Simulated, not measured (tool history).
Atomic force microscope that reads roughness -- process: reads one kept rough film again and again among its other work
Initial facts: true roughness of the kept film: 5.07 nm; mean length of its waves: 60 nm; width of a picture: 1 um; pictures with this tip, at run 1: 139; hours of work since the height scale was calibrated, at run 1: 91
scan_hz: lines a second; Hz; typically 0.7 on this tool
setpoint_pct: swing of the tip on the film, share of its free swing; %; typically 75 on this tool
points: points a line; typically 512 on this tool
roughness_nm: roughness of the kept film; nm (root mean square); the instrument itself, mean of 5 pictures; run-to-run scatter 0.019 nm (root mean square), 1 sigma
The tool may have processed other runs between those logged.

run,hour,scan_hz,setpoint_pct,points,pictures with this tip,hours of work since the height scale was calibrated,roughness_nm
1,0,0.7,75,512,139,91,4.351
2,10.2,0.7,75,512,154,96,4.355
3,19,0.7,75,512,166,100,4.353
4,28.8,0.7,75,512,180,104,4.308
5,36.1,0.7,75,512,191,107,4.289
6,41.6,0.7,75,512,199,109,4.281
7,50.1,0.7,75,512,211,113,4.253
8,58.8,0.7,75,289,223,117,4.186
9,64.5,0.7,75,512,231,119,4.203
10,72.2,0.7,75,512,242,122,4.201
11,78.2,0.7,75,512,251,125,4.178
12,89.9,1.293,75,512,267,130,4.031
13,96.2,0.7,75,659,276,133,4.153
14,104.7,0.7,75,659,288,136,4.142
15,114.1,0.7,75,659,302,140,4.103
16,122.6,0.7,75,659,314,144,4.098
17,129.2,0.7,75,507,323,147,4.031
# hour 137.8: new tip fitted
18,138.1,3.516,75,507,0,151,3.94
19,146.9,3.516,75,277,13,154,3.944
20,157.2,3.516,75,277,27,159,3.88
21,167.4,3.516,75,277,42,163,3.899
22,179.5,3.516,75,277,59,168,3.824
23,189.1,3.516,75,277,73,172,3.849
24,202,0.7,78,512,91,178,4.44
25,211.3,0.869,78,512,104,182,4.344
26,217.7,0.7,75,624,114,185,4.446
27,227.1,0.7,59,330,127,189,4.499
28,236,0.514,62,519,139,193,4.511
29,248.6,2.96,59,289,157,198,4.213
30,260.2,2.96,59,289,174,203,4.199
31,270.2,1.042,64,289,188,207,4.298
# hour 271.7: height scale calibrated on a step standard
32,279.9,1.007,64,289,201,4,4.296
33,289.7,1.007,64,289,215,8,4.275
# hour 293.1: height scale calibrated on a step standard, once more
34,300.2,1.007,64,289,228,3,4.212
35,306,1.173,60,300,236,6,4.245
36,312.8,0.504,56,512,246,8,4.285
37,318.6,0.504,56,512,254,11,4.301
38,326.3,0.504,56,512,265,14,4.294
39,336,0.504,56,512,279,18,4.268
40,346.7,0.7,75,415,294,23,4.096
41,354,0.7,75,415,305,26,4.062
42,365.3,0.7,75,415,321,31,4.062
# hour 375.6: new tip fitted
43,377.6,0.7,75,415,3,36,4.599
44,386.6,0.7,79,512,15,40,4.55
45,396.1,0.7,79,512,29,44,4.479
46,401.7,0.505,88,407,37,46,4.446
47,408.2,2.47,55,407,46,49,4.522
48,419.3,2.47,55,407,62,54,4.461
49,425.4,2.47,55,407,71,57,4.474
50,436.5,2.47,55,407,86,61,4.439
51,446.9,1.713,56,407,101,66,4.479
52,453.9,2.126,86,331,111,69,3.747

Each row is a separate what-if for the run after 52, all from the same tool condition, not one after another. Results?
A,463.8,2.126,74,313,125,73,?
B,463.8,0.52,55,331,125,73,?
C,463.8,0.623,55,331,125,73,?
D,463.8,1.695,81,675,125,73,?
E,463.8,0.791,81,493,125,73,?

run,roughness_nm
A,4.05
B,4.475
C,4.504
D,4.019
E,4.294
Take away the tool's hidden state, keep each run's random variation, and the runs would have read:
run,roughness_nm
A,4.265
B,4.713
C,4.743
D,4.233
E,4.523
